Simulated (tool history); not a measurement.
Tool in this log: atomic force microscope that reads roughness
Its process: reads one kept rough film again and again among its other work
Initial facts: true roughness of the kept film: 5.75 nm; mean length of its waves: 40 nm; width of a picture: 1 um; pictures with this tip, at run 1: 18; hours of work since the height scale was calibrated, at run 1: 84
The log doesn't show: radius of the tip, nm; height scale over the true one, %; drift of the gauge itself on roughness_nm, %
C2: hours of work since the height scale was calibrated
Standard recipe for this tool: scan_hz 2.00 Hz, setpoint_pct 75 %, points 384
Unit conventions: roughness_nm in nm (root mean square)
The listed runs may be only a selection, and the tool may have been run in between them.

Run 1, hour 0.0: usual settings; pictures with this tip 18; C2 84. Result: roughness_nm 4.816 nm (root mean square).
Run 2, hour 55.0: usual settings; pictures with this tip 69; C2 113. Result: roughness_nm 4.646 nm (root mean square).
Run 3, hour 102.0: usual settings; pictures with this tip 112; C2 138. Result: roughness_nm 4.488 nm (root mean square).
Run 4, hour 131.6: usual settings; pictures with this tip 139; C2 153. Result: roughness_nm 4.461 nm (root mean square).
Run 5, hour 191.0: usual settings; pictures with this tip 194; C2 184. Result: roughness_nm 4.310 nm (root mean square).
At hour 231.0: new tip fitted.
Run 6, hour 245.5: usual settings; pictures with this tip 14; C2 213. Result: roughness_nm 4.784 nm (root mean square).
Run 7, hour 287.8: usual settings; pictures with this tip 53; C2 235. Result: roughness_nm 4.734 nm (root mean square).
Run 8, hour 340.6: usual settings but points 883; pictures with this tip 101; C2 263. Result: roughness_nm 4.586 nm (root mean square).
Run 9, hour 399.6: usual settings but points 883; pictures with this tip 156; C2 294. Result: roughness_nm 4.441 nm (root mean square).
Run 10, hour 453.8: usual settings but scan_hz 0.94 Hz; pictures with this tip 206; C2 322. Result: roughness_nm 4.474 nm (root mean square).
At hour 477.4: new tip fitted.
Run 11, hour 506.9: usual settings but scan_hz 1.90 Hz; pictures with this tip 27; C2 350. Result: roughness_nm 4.765 nm (root mean square).
Run 12, hour 546.1: usual settings but scan_hz 0.52 Hz, setpoint_pct 63 %, points 310; pictures with this tip 63; C2 370. Result: roughness_nm 4.894 nm (root mean square).
Run 13, hour 579.4: usual settings but scan_hz 0.52 Hz, setpoint_pct 63 %, points 310; pictures with this tip 94; C2 388. Result: roughness_nm 4.817 nm (root mean square).
Run 14, hour 628.2: usual settings but scan_hz 3.11 Hz, points 875; pictures with this tip 139; C2 413. Result: roughness_nm 4.281 nm (root mean square).
Run 15, hour 656.2: usual settings but scan_hz 1.12 Hz, setpoint_pct 56 %, points 290; pictures with this tip 164; C2 428. Result: roughness_nm 4.623 nm (root mean square).
Run 16, hour 709.0: usual settings but scan_hz 1.12 Hz, setpoint_pct 74 %, points 679; pictures with this tip 213; C2 456. Result: roughness_nm 4.394 nm (root mean square).
At hour 726.4: new tip fitted.
Run 17, hour 746.6: usual settings but scan_hz 2.25 Hz, setpoint_pct 73 %, points 865; pictures with this tip 18; C2 475. Result: roughness_nm 4.832 nm (root mean square).
Run 18, hour 781.5: usual settings but scan_hz 2.25 Hz, setpoint_pct 73 %, points 865; pictures with this tip 50; C2 493. Result: roughness_nm 4.739 nm (root mean square).
Run 19, hour 822.3: usual settings but scan_hz 3.05 Hz, setpoint_pct 73 %, points 713; pictures with this tip 88; C2 515. Result: roughness_nm 4.517 nm (root mean square).
Run 20, hour 850.1: usual settings but scan_hz 3.05 Hz, setpoint_pct 73 %, points 713; pictures with this tip 114; C2 529. Result: roughness_nm 4.471 nm (root mean square).
Run 21, hour 887.1: usual settings but scan_hz 3.05 Hz, setpoint_pct 73 %, points 422; pictures with this tip 148; C2 549. Result: roughness_nm 4.336 nm (root mean square).
Run 22, hour 942.8: usual settings but scan_hz 3.05 Hz, setpoint_pct 73 %, points 422; pictures with this tip 199; C2 578. Result: roughness_nm 4.223 nm (root mean square).

Here are 5 independent what-if runs from the current tool condition. What would each one return?
At hour 975.2: new tip fitted.
Run A, hour 975.9: usual settings but scan_hz 0.53 Hz, setpoint_pct 64 %; pictures with this tip 1; C2 595. Result: roughness_nm ?.
At hour 975.2: new tip fitted.
Run B, hour 975.9: usual settings but scan_hz 1.06 Hz, setpoint_pct 76 %, points 271; pictures with this tip 1; C2 595. Result: roughness_nm ?.
At hour 975.2: new tip fitted.
Run C, hour 975.9: usual settings but scan_hz 2.42 Hz, setpoint_pct 73 %, points 667; pictures with this tip 1; C2 595. Result: roughness_nm ?.
At hour 975.2: new tip fitted.
Run D, hour 975.9: usual settings but setpoint_pct 56 %, points 273; pictures with this tip 1; C2 595. Result: roughness_nm ?.
At hour 975.2: new tip fitted.
Run E, hour 975.9: usual settings but scan_hz 1.36 Hz; pictures with this tip 1; C2 595. Result: roughness_nm ?.

run  roughness_nm
  A         5.162
  B         5.023
  C         4.870
  D         5.146
  E         5.012
The same runs, with their run-to-run variation unchanged, on a tool lacking any hidden condition would have given:
run  roughness_nm
  A         5.137
  B         4.998
  C         4.847
  D         5.121
  E         4.988
